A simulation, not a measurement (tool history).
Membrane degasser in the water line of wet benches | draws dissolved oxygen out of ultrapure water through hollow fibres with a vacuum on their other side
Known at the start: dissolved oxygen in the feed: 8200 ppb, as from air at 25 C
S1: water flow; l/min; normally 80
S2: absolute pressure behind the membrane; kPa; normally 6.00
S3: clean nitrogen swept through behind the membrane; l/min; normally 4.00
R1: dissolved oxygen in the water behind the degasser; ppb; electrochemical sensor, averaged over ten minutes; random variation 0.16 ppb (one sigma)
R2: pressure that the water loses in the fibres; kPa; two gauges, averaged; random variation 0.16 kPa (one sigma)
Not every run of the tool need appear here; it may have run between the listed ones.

run    hour   S1     S2     S3     R1     R2
  1     0.0   80   6.00   4.00  125.7  55.64
  2   265.8   80   6.00   1.63  259.0  55.47
  3   525.1   80   6.00   1.63  259.4  55.61
  4   790.8   80   6.00   1.63  259.4  55.82
  5   977.8   80   7.72   4.00  199.4  55.66
  6  1155.4   68   7.72   4.00  171.9  47.52
  7  1338.2   68   7.72   4.00  172.2  47.62
  8  1495.2   68   7.72   4.00  171.7  47.40
  9  1688.2   80   6.00   4.00  125.8  55.69
 10  1963.3   80   6.00   4.00  125.6  56.12
 11  2185.6   80   6.00   4.00  125.8  55.99
 12  2457.4   80   6.00   4.00  125.7  55.89
 13  2629.5   80   6.00   1.76  244.8  55.58
 14  2793.6   80  14.19   4.00  469.4  55.91
 15  3072.4   80  14.19   4.00  466.9  55.79
 16  3358.8   56   6.00   4.00   89.9  39.07
 17  3515.7   56   6.00   4.00   89.8  38.87
 18  3700.1   87   4.18   5.23   41.2  60.53
 19  3873.7   51  10.13   3.77  212.4  35.68
 20  4169.9   51  10.13   3.77  211.9  35.49
 21  4420.8   80   6.33   5.75  102.0  55.54
 22  4686.5   91   6.33   5.75  117.0  63.45
 23  4943.2   91   6.33   5.75  116.9  63.16
 24  5093.8   85   4.08   5.75   33.5  59.26
 25  5249.3   75   6.00   4.00  118.0  52.00
 26  5525.1  123   6.00   7.06  134.9  85.96
 27  5730.1   94   3.75   2.43   49.5  65.35
 28  6017.5   94   3.75   2.43   49.4  65.32
 29  6278.3   79   6.49  10.94   59.1  55.20
 30  6526.8   80   5.51   4.00  104.6  55.87
 31  6760.9   80   5.51   4.00  104.3  55.89

Withheld: 2 entries from between the runs. Position of each, and hidden state at the listed run before versus the listed run after:
Between runs 15 and 16: vacuum gauge calibrated (hour 3281.4)
  nothing in the hidden state changes from one run to the other
Between runs 21 and 22: seals of the vacuum lines changed (hour 4590.7)
  nothing in the hidden state changes from one run to the other

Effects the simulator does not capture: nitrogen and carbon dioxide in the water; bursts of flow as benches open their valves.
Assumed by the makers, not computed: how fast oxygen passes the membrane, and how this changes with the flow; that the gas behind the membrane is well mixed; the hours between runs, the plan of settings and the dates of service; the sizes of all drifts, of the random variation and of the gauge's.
